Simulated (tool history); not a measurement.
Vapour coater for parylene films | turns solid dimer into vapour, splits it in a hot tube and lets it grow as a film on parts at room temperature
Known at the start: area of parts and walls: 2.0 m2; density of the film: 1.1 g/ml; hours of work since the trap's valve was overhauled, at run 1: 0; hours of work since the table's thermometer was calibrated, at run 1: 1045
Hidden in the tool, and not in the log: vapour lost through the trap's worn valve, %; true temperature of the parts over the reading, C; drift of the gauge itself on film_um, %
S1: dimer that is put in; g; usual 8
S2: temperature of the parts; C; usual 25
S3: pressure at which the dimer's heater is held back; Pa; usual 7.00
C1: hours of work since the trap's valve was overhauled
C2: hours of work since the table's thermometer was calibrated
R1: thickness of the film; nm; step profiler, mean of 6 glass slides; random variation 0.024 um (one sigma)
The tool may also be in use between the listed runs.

Run 1, hour 0.0: usual settings; C1 0; C2 1045. Result: R1 2610 nm.
At hour 23.1: table's thermometer calibrated.
Run 2, hour 41.7: usual settings; C1 33; C2 15. Result: R1 2570 nm.
Run 3, hour 84.9: usual settings; C1 67; C2 50. Result: R1 2560 nm.
Run 4, hour 109.5: usual settings; C1 87; C2 69. Result: R1 2470 nm.
Run 5, hour 145.4: usual settings; C1 116; C2 98. Result: R1 2510 nm.
Run 6, hour 183.1: usual settings; C1 146; C2 129. Result: R1 2420 nm.
Run 7, hour 215.3: usual settings but S1 9 g; C1 172; C2 154. Result: R1 2700 nm.
Run 8, hour 246.2: usual settings; C1 197; C2 179. Result: R1 2390 nm.
Run 9, hour 283.9: usual settings; C1 227; C2 209. Result: R1 2400 nm.
Run 10, hour 307.0: usual settings; C1 246; C2 228. Result: R1 2350 nm.
Run 11, hour 329.0: usual settings; C1 263; C2 246. Result: R1 2350 nm.
Run 12, hour 352.4: usual settings; C1 282; C2 264. Result: R1 2350 nm.
Run 13, hour 380.0: usual settings but S1 11 g, S2 30 C, S3 8.42 Pa; C1 304; C2 287. Result: R1 2710 nm.
Run 14, hour 408.5: usual settings but S1 6 g, S2 17 C, S3 6.25 Pa; C1 327; C2 309. Result: R1 2190 nm.
Run 15, hour 442.8: usual settings but S1 6 g, S2 17 C, S3 6.25 Pa; C1 355; C2 337. Result: R1 2170 nm.
Run 16, hour 464.2: usual settings but S2 17 C, S3 5.70 Pa; C1 372; C2 354. Result: R1 3000 nm.
Run 17, hour 490.6: usual settings but S1 13 g, S2 35 C, S3 3.51 Pa; C1 393; C2 375. Result: R1 3080 nm.
At hour 500.4: trap's valve overhauled.
Run 18, hour 529.0: usual settings but S1 6 g, S2 21 C, S3 11.49 Pa; C1 23; C2 403. Result: R1 2030 nm.
Run 19, hour 568.7: usual settings but S1 4 g, S2 26 C, S3 9.56 Pa; C1 55; C2 435. Result: R1 1180 nm.
Run 20, hour 597.7: usual settings but S2 36 C; C1 78; C2 458. Result: R1 1890 nm.
Run 21, hour 619.7: usual settings but S3 2.81 Pa; C1 96; C2 476. Result: R1 2900 nm.
Run 22, hour 649.9: usual settings but S1 3 g; C1 120; C2 500. Result: R1 940 nm.
Run 23, hour 688.3: usual settings but S1 12 g, S2 21 C; C1 151; C2 531. Result: R1 4180 nm.
Run 24, hour 735.6: usual settings but S1 12 g, S2 21 C; C1 189; C2 569. Result: R1 4150 nm.

The same runs without the tool's hidden state, with the same run-to-run variation:
run    R1
  1  2550
  2  2610
  3  2620
  4  2540
  5  2610
  6  2550
  7  2870
  8  2560
  9  2590
 10  2550
 11  2570
 12  2580
 13  3010
 14  2450
 15  2450
 16  3400
 17  3530
 18  2040
 19  1190
 20  1930
 21  2970
 22   970
 23  4350
 24  4370
